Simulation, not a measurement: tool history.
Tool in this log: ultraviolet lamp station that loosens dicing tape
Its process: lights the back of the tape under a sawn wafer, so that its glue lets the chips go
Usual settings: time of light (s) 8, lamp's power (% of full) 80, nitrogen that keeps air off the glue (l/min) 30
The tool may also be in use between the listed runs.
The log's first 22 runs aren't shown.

run,hour,time of light (s),lamp's power (% of full),nitrogen that keeps air off the glue (l/min),hours of work of the lamp,hours of work since the window was cleaned,force that peels the tape off (N),light that reached the tape (mJ/cm²)
23,267.6,8,95,9,213,108,0.555,557
24,276.0,9,95,11,217,112,0.334,627
25,293.3,9,95,11,225,121,0.355,622
26,301.5,6,83,38,229,125,0.441,362
27,319.3,6,83,38,238,133,0.474,361
28,328.9,8,97,13,242,138,0.400,558
29,345.3,9,99,52,250,146,0.141,635
30,358.4,7,66,30,256,152,0.676,330
31,368.7,7,66,30,261,157,0.710,331
32,377.8,7,89,30,266,162,0.341,441
33,388.9,8,81,30,271,167,0.304,455
34,401.0,8,81,30,277,173,0.305,458
35,410.0,11,80,30,281,177,0.167,623

What if the next run were any one of these 3? Each begins from the tool's condition after run 35:
A,418.3,14,85,51,285,181,?,?
B,418.3,6,64,30,285,181,?,?
C,418.3,11,73,20,285,181,?,?

run,force that peels the tape off (N),light that reached the tape (mJ/cm²)
A,0.130,835
B,1.074,267
C,0.268,563
Had the tool no hidden state, the same runs would have come out as:
run,force that peels the tape off (N),light that reached the tape (mJ/cm²)
A,0.128,984
B,0.750,315
C,0.192,664

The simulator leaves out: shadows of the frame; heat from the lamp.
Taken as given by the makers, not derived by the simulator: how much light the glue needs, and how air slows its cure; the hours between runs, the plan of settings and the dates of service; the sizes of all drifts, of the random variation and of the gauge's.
